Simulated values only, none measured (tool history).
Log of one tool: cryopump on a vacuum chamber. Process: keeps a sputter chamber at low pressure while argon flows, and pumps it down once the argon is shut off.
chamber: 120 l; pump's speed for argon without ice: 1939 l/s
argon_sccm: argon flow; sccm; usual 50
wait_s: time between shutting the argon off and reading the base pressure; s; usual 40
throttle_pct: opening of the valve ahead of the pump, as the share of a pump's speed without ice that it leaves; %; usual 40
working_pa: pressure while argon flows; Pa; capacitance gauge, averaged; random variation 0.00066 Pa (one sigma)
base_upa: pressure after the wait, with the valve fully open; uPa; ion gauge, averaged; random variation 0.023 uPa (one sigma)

run,hour,argon_sccm,wait_s,throttle_pct,working_pa,base_upa
1,0.0,50,40,40,0.1151,1.25
2,30.5,50,40,40,0.1143,1.29
3,48.2,50,40,40,0.1127,1.24
4,76.7,50,40,40,0.1153,1.25
5,91.9,50,40,40,0.1141,1.24
6,125.7,50,40,40,0.1147,1.33
7,156.0,50,40,40,0.1152,1.28
8,180.1,50,40,40,0.1145,1.29
9,197.6,50,40,40,0.1161,1.28
10,222.3,50,40,40,0.1150,1.26
11,252.1,50,40,40,0.1156,1.26
12,284.6,50,40,35,0.1318,1.26
13,302.9,50,40,35,0.1310,1.30
14,322.9,50,40,35,0.1312,1.23
15,342.3,50,40,31,0.1495,1.30

Run 16 comes next. What will it give?
16,364.3,50,40,31,?,?

{"run 16": {"working_pa": 0.1485, "base_upa": 1.32}}
Without the tool's hidden state the same run would have given working_pa 0.1406 Pa, base_upa 1.05 uPa.
